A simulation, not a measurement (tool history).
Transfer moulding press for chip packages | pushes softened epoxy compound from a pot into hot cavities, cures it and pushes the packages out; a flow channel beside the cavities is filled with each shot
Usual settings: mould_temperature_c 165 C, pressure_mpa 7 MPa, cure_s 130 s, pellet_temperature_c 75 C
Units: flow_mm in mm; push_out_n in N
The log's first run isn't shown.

run	hour	mould_temperature_c	pressure_mpa	cure_s	pellet_temperature_c	incoming compound's hours out of the cold store	flow_mm	push_out_n
2	5.1	165	7	130	75	18.6	897	742
3	9.4	165	7	130	75	12.6	925	762
4	14.5	165	7	130	75	14.3	915	771
5	21.2	165	7	130	75	31.2	850	800
# hour 30.7: cavities cleaned with cleaning compound and waxed
6	30.7	165	7	130	75	12.9	914	902
7	36.2	165	7	130	75	42.2	810	870
8	42.6	165	7	130	75	36.7	828	892
9	47.1	165	7	131	75	25.1	868	934
10	55.3	165	7	131	75	22.5	879	885
11	59.8	165	7	130	75	22.4	877	890
12	67.3	158	7	130	75	45.4	817	1261
# hour 73.4: cavities cleaned with cleaning compound and waxed, once more
13	76.5	165	7.18	130	75	27.5	870	546
14	80.4	165	7	130	75	25	866	604
15	87	165	7	130	75	36.6	826	649
16	92	165	5.32	112	75	16.2	780	935
17	100.4	165	5.32	112	75	33.1	726	925

Run 18 comes next. What will it give?
18	108.4	158	7.67	130	75	14.5	?	?

Run 18 gave flow_mm 973 mm, push_out_n 1229 N.
Without the tool's hidden state the same run would have given flow_mm 992 mm, push_out_n 739 N.

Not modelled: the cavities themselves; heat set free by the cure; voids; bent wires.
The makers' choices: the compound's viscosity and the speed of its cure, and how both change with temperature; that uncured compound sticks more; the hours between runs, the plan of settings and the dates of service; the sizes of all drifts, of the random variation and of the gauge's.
